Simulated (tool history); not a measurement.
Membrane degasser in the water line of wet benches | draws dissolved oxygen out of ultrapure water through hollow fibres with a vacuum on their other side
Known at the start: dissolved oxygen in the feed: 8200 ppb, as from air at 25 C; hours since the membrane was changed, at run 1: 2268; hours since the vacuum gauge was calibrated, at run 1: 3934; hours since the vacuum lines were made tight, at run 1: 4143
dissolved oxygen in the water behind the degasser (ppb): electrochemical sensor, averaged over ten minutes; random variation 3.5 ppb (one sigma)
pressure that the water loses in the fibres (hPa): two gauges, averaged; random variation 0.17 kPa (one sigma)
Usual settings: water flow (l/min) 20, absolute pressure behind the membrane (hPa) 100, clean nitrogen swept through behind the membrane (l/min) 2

run     day  water flow (l/min)  absolute pressure behind the membrane (hPa)  clean nitrogen swept through behind the membrane (l/min)  hours since the membrane was changed  hours since the vacuum gauge was calibrated  hours since the vacuum lines were made tight  dissolved oxygen in the water behind the degasser (ppb)  pressure that the water loses in the fibres (hPa)
  1       0                  20                                          100                                                         2                                  2268                                         3934                                          4143                                                    374.9                                              307.7
  2   2.725                  20                                          100                                                         2                                  2333                                         4000                                          4208                                                    377.1                                              307.2
  3   4.042                  20                                          100                                                         2                                  2365                                         4031                                          4240                                                    387.7                                              308.3
  4   7.129                  20                                          100                                                         2                                  2439                                         4105                                          4314                                                    385.8                                              307.1
      9.279  -- seals of the vacuum lines changed
  5   9.317                  20                                          100                                                         2                                  2489                                         4156                                             1                                                    371.7                                              306.6
  6  11.638                  15                                          100                                                         2                                  2545                                         4212                                            57                                                    272.1                                              229.8
  7  14.075                  15                                          100                                                         2                                  2603                                         4270                                           115                                                    270.8                                                230
  8  16.246                  15                                          100                                                         2                                  2656                                         4322                                           167                                                    271.7                                              230.4
  9    19.5                  15                                          100                                                         2                                  2734                                         4400                                           245                                                      267                                              228.9
 10  22.267                  15                                          100                                                         2                                  2800                                         4467                                           312                                                    273.3                                              232.6
 11  25.167                  15                                          100                                                         2                                  2870                                         4536                                           381                                                    275.2                                              229.4
 12  26.633                  15                                          100                                                         2                                  2905                                         4571                                           417                                                    276.8                                              230.3
 13  28.188                  20                                          213                                                      5.37                                  2942                                         4609                                           454                                                      378                                              310.5
 14  31.146                  18                                          106                                                       2.4                                  3013                                         4680                                           525                                                    329.9                                              277.4
 15  33.542                  18                                           66                                                      0.86                                  3071                                         4737                                           582                                                      359                                              276.6
 16    35.2                  15                                           82                                                       3.7                                  3110                                         4777                                           622                                                    204.9                                              231.6
 17  38.067                  15                                           82                                                       3.7                                  3179                                         4846                                           691                                                    208.3                                              228.7
 18  39.933                  15                                           82                                                       3.7                                  3224                                         4891                                           736                                                    202.9                                              230.1
 19  41.633                  15                                           82                                                      2.99                                  3265                                         4931                                           777                                                    217.8                                              234.3
 20  43.467                  23                                           79                                                         1                                  3309                                         4975                                           821                                                    505.7                                              355.2
 21  46.321                  18                                          143                                                      5.32                                  3377                                         5044                                           889                                                    286.7                                              276.6
 22  47.725                  18                                          143                                                      5.32                                  3411                                         5078                                           923                                                    294.4                                              282.2
 23  49.533                  18                                          143                                                      5.32                                  3454                                         5121                                           966                                                    291.4                                              279.1

The next listed run, before its measurement:
 24  51.804                  13                                           95                                                         2                                  3509                                         5176                                          1021                                                        ?                                                  ?

dissolved oxygen in the water behind the degasser (ppb): 229.6
pressure that the water loses in the fibres (hPa): 198.1
Without the tool's hidden state the same run would have given dissolved oxygen in the water behind the degasser (ppb) 202.3, pressure that the water loses in the fibres (hPa) 189.8.

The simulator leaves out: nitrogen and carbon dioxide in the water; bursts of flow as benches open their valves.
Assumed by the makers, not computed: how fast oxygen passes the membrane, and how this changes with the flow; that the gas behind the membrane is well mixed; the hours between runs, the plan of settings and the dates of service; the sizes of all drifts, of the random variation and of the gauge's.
